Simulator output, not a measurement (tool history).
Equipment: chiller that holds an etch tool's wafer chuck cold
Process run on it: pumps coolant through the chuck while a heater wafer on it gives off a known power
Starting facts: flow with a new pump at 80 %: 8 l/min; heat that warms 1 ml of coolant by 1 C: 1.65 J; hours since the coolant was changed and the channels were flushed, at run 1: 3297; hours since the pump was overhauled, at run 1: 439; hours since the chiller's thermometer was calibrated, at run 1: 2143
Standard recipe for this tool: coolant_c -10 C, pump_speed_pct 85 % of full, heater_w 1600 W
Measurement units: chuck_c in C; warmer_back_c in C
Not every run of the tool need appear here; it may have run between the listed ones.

run	hour	coolant_c	pump_speed_pct	heater_w	hours since the coolant was changed and the channels were flushed	hours since the pump was overhauled	hours since the chiller's thermometer was calibrated	chuck_c	warmer_back_c
1	0	-10	85	1600	3297	439	2143	2.3	6.74
2	18.3	-10	85	1600	3315	458	2161	2.2	6.86
3	38.9	-10	85	1984	3336	478	2182	5.2	8.43
4	78.8	-10	85	1984	3376	518	2222	5.1	8.46
5	100.8	-10	85	1984	3398	540	2244	5.2	8.41
6	121.7	-10	85	1984	3419	561	2265	4.9	8.51
7	162.1	-10	85	1984	3459	602	2305	5.3	8.41
8	190	-3	85	1600	3487	629	2333	9.3	6.8
9	211.4	-3	66	1600	3508	651	2354	11.7	8.92
10	230.9	-10	85	1600	3528	670	2374	2	6.84
11	262.4	-10	85	1600	3559	702	2405	2.1	6.79
12	298.2	-10	85	1600	3595	738	2441	2.3	6.87
13	319.9	-10	85	1600	3617	759	2463	2.2	6.81
14	361	-10	85	950	3658	801	2504	-2.9	4.1
15	383.9	-10	85	950	3681	823	2527	-2.8	4.03
16	417.2	-10	85	950	3714	857	2560	-2.9	4.05
17	447.7	-14	61	1507	3745	887	2591	0.6	9.18
18	486.8	-12	98	830	3784	926	2630	-6.1	3.05
19	523.9	-3	79	1600	3821	963	2667	9.9	7.43
20	560.7	-3	79	1600	3858	1000	2704	9.9	7.41
21	587.7	-4	72	1600	3885	1027	2731	9.7	8.09
22	604.6	-4	72	1600	3902	1044	2748	9.6	8.16
23	638.7	-10	76	1600	3936	1078	2782	3.3	7.65

3 options for the next run, each taken on its own from the tool as it stands now. Forecast them:
A	669.8	-9	85	1600	3967	1109	2813	?	?
B	669.8	-13	85	1873	3967	1109	2813	?	?
C	669.8	-5	76	1335	3967	1109	2813	?	?

run	chuck_c	warmer_back_c
A	3.3	6.8
B	1.3	7.97
C	5.9	6.41
Take away the tool's hidden state, keep each run's random variation, and the runs would have read:
run	chuck_c	warmer_back_c
A	3.3	6.8
B	1.3	7.97
C	5.9	6.41

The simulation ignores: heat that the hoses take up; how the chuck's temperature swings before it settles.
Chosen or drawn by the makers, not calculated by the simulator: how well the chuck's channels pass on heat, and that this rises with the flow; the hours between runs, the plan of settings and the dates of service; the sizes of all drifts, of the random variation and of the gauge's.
